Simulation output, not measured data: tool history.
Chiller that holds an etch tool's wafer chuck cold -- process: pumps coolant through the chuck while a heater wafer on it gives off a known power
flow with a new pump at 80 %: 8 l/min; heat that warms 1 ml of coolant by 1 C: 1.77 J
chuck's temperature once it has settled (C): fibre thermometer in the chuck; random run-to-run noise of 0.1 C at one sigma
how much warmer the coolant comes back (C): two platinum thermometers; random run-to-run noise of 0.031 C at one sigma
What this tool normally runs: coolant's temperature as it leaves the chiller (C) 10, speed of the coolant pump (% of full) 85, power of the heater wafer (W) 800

| run | hour | coolant's temperature as it leaves the chiller (C) | speed of the coolant pump (% of full) | power of the heater wafer (W) | chuck's temperature once it has settled (C) | how much warmer the coolant comes back (C) |
|---|---|---|---|---|---|---|
| 1 | 0.0 | 10 | 85 | 800 | 20.6 | 3.24 |
| 2 | 15.8 | 10 | 64 | 800 | 22.6 | 4.47 |
| 3 | 42.2 | 10 | 85 | 800 | 20.6 | 3.20 |
| 4 | 71.5 | 10 | 85 | 800 | 20.6 | 3.28 |
| 5 | 93.7 | 10 | 85 | 800 | 20.5 | 3.23 |
| 6 | 126.9 | 10 | 85 | 800 | 20.6 | 3.22 |
| 7 | 153.9 | 10 | 85 | 800 | 20.6 | 3.26 |
| 8 | 175.4 | 10 | 85 | 800 | 20.6 | 3.25 |
| 9 | 204.4 | 10 | 85 | 1056 | 24.3 | 4.31 |
| 10 | 224.0 | 10 | 85 | 534 | 16.9 | 2.14 |
| 11 | 247.5 | 10 | 85 | 534 | 17.0 | 2.18 |
| 12 | 280.7 | 10 | 85 | 534 | 16.9 | 2.11 |
| 13 | 298.3 | 10 | 85 | 534 | 17.0 | 2.18 |
| 14 | 317.4 | 10 | 85 | 800 | 20.9 | 3.23 |
| 15 | 342.3 | 10 | 85 | 800 | 20.7 | 3.22 |
| 16 | 359.8 | 10 | 85 | 534 | 16.9 | 2.19 |
|  | 376.4 | coolant changed, channels flushed |
| 17 | 391.4 | 15 | 80 | 695 | 22.7 | 3.10 |
| 18 | 421.8 | 13 | 98 | 415 | 16.7 | 1.43 |
| 19 | 436.9 | 13 | 81 | 415 | 17.2 | 1.82 |
|  | 443.7 | coolant pump overhauled |
| 20 | 456.6 | 13 | 81 | 415 | 17.3 | 1.86 |
| 21 | 483.1 | 9 | 70 | 712 | 18.0 | 3.73 |
|  | 497.8 | coolant pump overhauled, once more |
| 22 | 517.2 | 11 | 79 | 648 | 18.3 | 2.83 |
| 23 | 543.4 | 10 | 64 | 434 | 15.4 | 2.43 |
| 24 | 561.2 | 10 | 64 | 434 | 15.2 | 2.37 |
| 25 | 587.4 | 10 | 64 | 1064 | 23.9 | 5.80 |
| 26 | 615.3 | 11 | 76 | 800 | 20.3 | 3.60 |
| 27 | 646.6 | 10 | 99 | 1172 | 21.9 | 4.03 |
| 28 | 660.4 | 10 | 99 | 1172 | 21.7 | 4.01 |
| 29 | 689.5 | 1 | 95 | 764 | 8.7 | 2.70 |
| 30 | 713.7 | 2 | 74 | 764 | 10.9 | 3.66 |
| 31 | 736.1 | 2 | 74 | 764 | 11.2 | 3.58 |
| 32 | 760.7 | 17 | 65 | 516 | 23.4 | 2.82 |

3 ways to go on from here, each from the tool as it stands after run 32. What would each give?
| A | 776.5 | 10 | 85 | 1067 | ? | ? |
| B | 776.5 | 6 | 65 | 608 | ? | ? |
| C | 776.5 | 17 | 67 | 516 | ? | ? |

| run | chuck's temperature once it has settled (C) | how much warmer the coolant comes back (C) |
|---|---|---|
| A | 21.9 | 4.27 |
| B | 13.7 | 3.31 |
| C | 23.1 | 2.71 |
Without the tool's hidden state the same runs would have given:
| run | chuck's temperature once it has settled (C) | how much warmer the coolant comes back (C) |
|---|---|---|
| A | 22.4 | 4.20 |
| B | 14.3 | 3.26 |
| C | 23.8 | 2.67 |

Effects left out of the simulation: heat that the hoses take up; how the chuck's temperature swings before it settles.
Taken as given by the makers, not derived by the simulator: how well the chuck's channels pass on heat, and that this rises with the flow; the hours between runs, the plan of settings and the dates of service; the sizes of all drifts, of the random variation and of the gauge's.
